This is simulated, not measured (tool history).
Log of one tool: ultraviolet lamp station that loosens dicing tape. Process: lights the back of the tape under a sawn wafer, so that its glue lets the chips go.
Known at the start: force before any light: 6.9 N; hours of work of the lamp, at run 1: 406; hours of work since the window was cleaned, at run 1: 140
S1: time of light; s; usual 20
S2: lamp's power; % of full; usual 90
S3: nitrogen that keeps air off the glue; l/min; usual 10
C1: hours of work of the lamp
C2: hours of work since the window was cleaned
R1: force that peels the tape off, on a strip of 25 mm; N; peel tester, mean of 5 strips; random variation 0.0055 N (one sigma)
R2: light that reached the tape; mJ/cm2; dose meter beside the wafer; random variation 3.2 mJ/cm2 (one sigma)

Run 1, hour 0.0: usual settings; C1 406; C2 140. Result: R1 0.138 N, R2 443 mJ/cm2.
Run 2, hour 46.9: usual settings but S1 33 s; C1 432; C2 166. Result: R1 0.073 N, R2 713 mJ/cm2.
Run 3, hour 98.6: usual settings but S1 33 s; C1 460; C2 193. Result: R1 0.069 N, R2 705 mJ/cm2.
Run 4, hour 137.8: usual settings but S1 38 s; C1 481; C2 214. Result: R1 0.068 N, R2 804 mJ/cm2.
Run 5, hour 170.1: usual settings but S1 38 s; C1 498; C2 232. Result: R1 0.074 N, R2 802 mJ/cm2.
Run 6, hour 225.6: usual settings but S1 38 s; C1 528; C2 262. Result: R1 0.061 N, R2 793 mJ/cm2.
Run 7, hour 284.4: usual settings but S1 38 s; C1 559; C2 293. Result: R1 0.072 N, R2 774 mJ/cm2.
Run 8, hour 340.1: usual settings but S1 38 s; C1 589; C2 323. Result: R1 0.065 N, R2 773 mJ/cm2.
Run 9, hour 380.3: usual settings but S2 67 % of full; C1 611; C2 345. Result: R1 0.389 N, R2 298 mJ/cm2.
Run 10, hour 431.8: usual settings but S2 67 % of full; C1 639; C2 373. Result: R1 0.393 N, R2 300 mJ/cm2.
Run 11, hour 462.6: usual settings but S2 67 % of full; C1 655; C2 389. Result: R1 0.401 N, R2 291 mJ/cm2.
At hour 467.4: window cleaned of glue's vapour.
Run 12, hour 520.4: usual settings but S2 67 % of full; C1 686; C2 29. Result: R1 0.430 N, R2 283 mJ/cm2.
Run 13, hour 577.2: usual settings but S1 26 s, S2 67 % of full; C1 717; C2 59. Result: R1 0.235 N, R2 363 mJ/cm2.
Run 14, hour 610.9: usual settings but S1 26 s, S2 67 % of full; C1 735; C2 77. Result: R1 0.236 N, R2 360 mJ/cm2.
Run 15, hour 665.1: usual settings but S1 28 s, S2 67 % of full, S3 7 l/min; C1 764; C2 106. Result: R1 0.294 N, R2 380 mJ/cm2.
Run 16, hour 694.4: usual settings but S1 28 s, S2 67 % of full, S3 7 l/min; C1 780; C2 122. Result: R1 0.292 N, R2 377 mJ/cm2.
Run 17, hour 746.2: usual settings but S1 28 s, S2 67 % of full, S3 7 l/min; C1 808; C2 150. Result: R1 0.286 N, R2 375 mJ/cm2.
At hour 769.7: window cleaned of glue's vapour, once more.
Run 18, hour 808.0: usual settings but S1 28 s, S2 67 % of full, S3 7 l/min; C1 841; C2 21. Result: R1 0.220 N, R2 420 mJ/cm2.
Run 19, hour 857.1: usual settings but S1 28 s, S2 67 % of full, S3 7 l/min; C1 867; C2 47. Result: R1 0.220 N, R2 413 mJ/cm2.
Run 20, hour 887.2: usual settings but S2 64 % of full, S3 7 l/min; C1 883; C2 63. Result: R1 0.608 N, R2 281 mJ/cm2.
Run 21, hour 934.2: usual settings but S1 18 s, S3 4 l/min; C1 908; C2 88. Result: R1 0.604 N, R2 355 mJ/cm2.
Run 22, hour 981.0: usual settings but S1 23 s, S3 11 l/min; C1 934; C2 114. Result: R1 0.126 N, R2 443 mJ/cm2.
Run 23, hour 1014.9: usual settings but S1 12 s; C1 952; C2 132. Result: R1 0.728 N, R2 229 mJ/cm2.

Hidden state at the last listed run before each entry between runs and at the first one after, where it differs:
Between runs 11 and 12: window cleaned of glue's vapour (hour 467.4)
  lamp's light, % of a new lamp's: 86.8 -> 86.1; light that the window lets through, % of a clean one's: 92.9 -> 90.2
  measured less the result without the state, R1: +0.173 -> +0.207 N; R2: -70 -> -80 mJ/cm2
Between runs 17 and 18: window cleaned of glue's vapour, once more (hour 769.7)
  lamp's light, % of a new lamp's: 83.6 -> 82.8; light that the window lets through, % of a clean one's: 88 -> 99.4
  measured less the result without the state, R1: +0.160 -> +0.085 N; R2: -134 -> -90 mJ/cm2

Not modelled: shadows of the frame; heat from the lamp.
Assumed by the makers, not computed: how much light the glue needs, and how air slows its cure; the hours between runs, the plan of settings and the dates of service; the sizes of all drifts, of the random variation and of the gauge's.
